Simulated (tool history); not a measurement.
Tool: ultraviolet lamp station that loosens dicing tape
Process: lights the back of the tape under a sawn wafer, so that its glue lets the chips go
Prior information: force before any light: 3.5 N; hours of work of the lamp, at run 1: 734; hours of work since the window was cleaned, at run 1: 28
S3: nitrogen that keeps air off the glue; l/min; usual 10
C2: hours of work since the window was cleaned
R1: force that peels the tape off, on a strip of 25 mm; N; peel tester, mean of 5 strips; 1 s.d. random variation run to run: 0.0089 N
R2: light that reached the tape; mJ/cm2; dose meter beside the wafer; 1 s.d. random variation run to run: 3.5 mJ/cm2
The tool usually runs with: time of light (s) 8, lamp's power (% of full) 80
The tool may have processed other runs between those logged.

{"run": 1, "hour": 0.0, "time of light (s)": 8, "lamp's power (% of full)": 80, "S3": 10, "hours of work of the lamp": 734, "C2": 28, "R1": 0.371, "R2": 578}
{"run": 2, "hour": 57.1, "time of light (s)": 8, "lamp's power (% of full)": 80, "S3": 10, "hours of work of the lamp": 760, "C2": 53, "R1": 0.35, "R2": 578}
{"run": 3, "hour": 110.2, "time of light (s)": 8, "lamp's power (% of full)": 80, "S3": 10, "hours of work of the lamp": 783, "C2": 77, "R1": 0.358, "R2": 585}
{"run": 4, "hour": 163.0, "time of light (s)": 8, "lamp's power (% of full)": 80, "S3": 10, "hours of work of the lamp": 807, "C2": 101, "R1": 0.369, "R2": 585}
{"run": 5, "hour": 225.2, "time of light (s)": 8, "lamp's power (% of full)": 80, "S3": 10, "hours of work of the lamp": 835, "C2": 128, "R1": 0.352, "R2": 583}
{"run": 6, "hour": 275.5, "time of light (s)": 10, "lamp's power (% of full)": 80, "S3": 10, "hours of work of the lamp": 857, "C2": 151, "R1": 0.27, "R2": 733}
{"run": 7, "hour": 347.9, "time of light (s)": 10, "lamp's power (% of full)": 96, "S3": 10, "hours of work of the lamp": 889, "C2": 183, "R1": 0.229, "R2": 871}
{"run": 8, "hour": 386.3, "time of light (s)": 10, "lamp's power (% of full)": 96, "S3": 10, "hours of work of the lamp": 906, "C2": 200, "R1": 0.235, "R2": 870}
{"run": 9, "hour": 423.1, "time of light (s)": 8, "lamp's power (% of full)": 80, "S3": 10, "hours of work of the lamp": 923, "C2": 217, "R1": 0.369, "R2": 575}
{"run": 10, "hour": 460.6, "time of light (s)": 4, "lamp's power (% of full)": 80, "S3": 7, "hours of work of the lamp": 940, "C2": 233, "R1": 1.089, "R2": 292}
{"run": 11, "hour": 497.7, "time of light (s)": 13, "lamp's power (% of full)": 88, "S3": 6, "hours of work of the lamp": 956, "C2": 250, "R1": 0.22, "R2": 1052}
{"run": 12, "hour": 560.6, "time of light (s)": 13, "lamp's power (% of full)": 84, "S3": 19, "hours of work of the lamp": 984, "C2": 278, "R1": 0.198, "R2": 994}
{"run": 13, "hour": 610.2, "time of light (s)": 13, "lamp's power (% of full)": 84, "S3": 19, "hours of work of the lamp": 1006, "C2": 300, "R1": 0.194, "R2": 995}
{"hour": 653.0, "done": "window cleaned of glue's vapour"}
{"run": 14, "hour": 659.3, "time of light (s)": 8, "lamp's power (% of full)": 68, "S3": 9, "hours of work of the lamp": 1028, "C2": 3, "R1": 0.47, "R2": 501}
{"run": 15, "hour": 721.7, "time of light (s)": 8, "lamp's power (% of full)": 68, "S3": 9, "hours of work of the lamp": 1056, "C2": 31, "R1": 0.481, "R2": 496}
{"run": 16, "hour": 799.7, "time of light (s)": 8, "lamp's power (% of full)": 68, "S3": 9, "hours of work of the lamp": 1091, "C2": 65, "R1": 0.497, "R2": 492}
{"run": 17, "hour": 847.8, "time of light (s)": 8, "lamp's power (% of full)": 68, "S3": 9, "hours of work of the lamp": 1112, "C2": 87, "R1": 0.475, "R2": 499}

3 options for the next run, each taken on its own from the tool as it stands now. Forecast them:
{"run": "A", "hour": 902.0, "time of light (s)": 8, "lamp's power (% of full)": 92, "S3": 15, "hours of work of the lamp": 1136, "C2": 111, "R1": "?", "R2": "?"}
{"run": "B", "hour": 902.0, "time of light (s)": 8, "lamp's power (% of full)": 62, "S3": 10, "hours of work of the lamp": 1136, "C2": 111, "R1": "?", "R2": "?"}
{"run": "C", "hour": 902.0, "time of light (s)": 8, "lamp's power (% of full)": 88, "S3": 9, "hours of work of the lamp": 1136, "C2": 111, "R1": "?", "R2": "?"}

run=A R1=0.259 R2=673
run=B R1=0.52 R2=454
run=C R1=0.328 R2=640
Without the tool's hidden state the same runs would have given:
run=A R1=0.259 R2=674
run=B R1=0.519 R2=455
run=C R1=0.327 R2=641

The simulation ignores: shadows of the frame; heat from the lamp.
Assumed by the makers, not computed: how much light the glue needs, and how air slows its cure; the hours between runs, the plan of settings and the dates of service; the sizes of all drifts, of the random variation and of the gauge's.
